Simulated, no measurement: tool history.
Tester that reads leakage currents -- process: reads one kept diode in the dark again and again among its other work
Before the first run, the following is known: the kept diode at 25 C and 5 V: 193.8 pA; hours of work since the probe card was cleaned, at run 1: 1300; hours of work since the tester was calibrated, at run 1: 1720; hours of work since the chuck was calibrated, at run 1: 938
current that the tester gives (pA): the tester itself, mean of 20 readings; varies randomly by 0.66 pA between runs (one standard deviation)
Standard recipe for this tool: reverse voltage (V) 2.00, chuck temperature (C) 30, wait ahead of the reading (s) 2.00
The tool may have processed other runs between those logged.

run,hour,reverse voltage (V),chuck temperature (C),wait ahead of the reading (s),hours of work since the probe card was cleaned,hours of work since the tester was calibrated,hours of work since the chuck was calibrated,current that the tester gives (pA)
1,0.0,2.00,30,2.00,1300,1720,938,236.51
2,44.2,2.00,30,2.00,1328,1747,965,239.02
3,87.5,2.00,30,2.00,1355,1775,992,238.19
4,124.5,1.29,30,2.00,1378,1798,1015,203.59
5,173.1,1.29,30,2.00,1408,1828,1046,203.21
6,229.5,1.29,30,2.00,1444,1863,1081,202.55
7,299.1,1.29,30,0.44,1487,1907,1125,203.67
8,339.1,2.00,21,1.33,1512,1932,1150,106.68

What does the tool deliver on the next run?
9,386.6,2.00,49,2.00,1542,1962,1179,?

current that the tester gives (pA): 1198.41
With the hidden condition absent and the run-to-run variation left alone, this run would have shown current that the tester gives (pA) 1120.24.
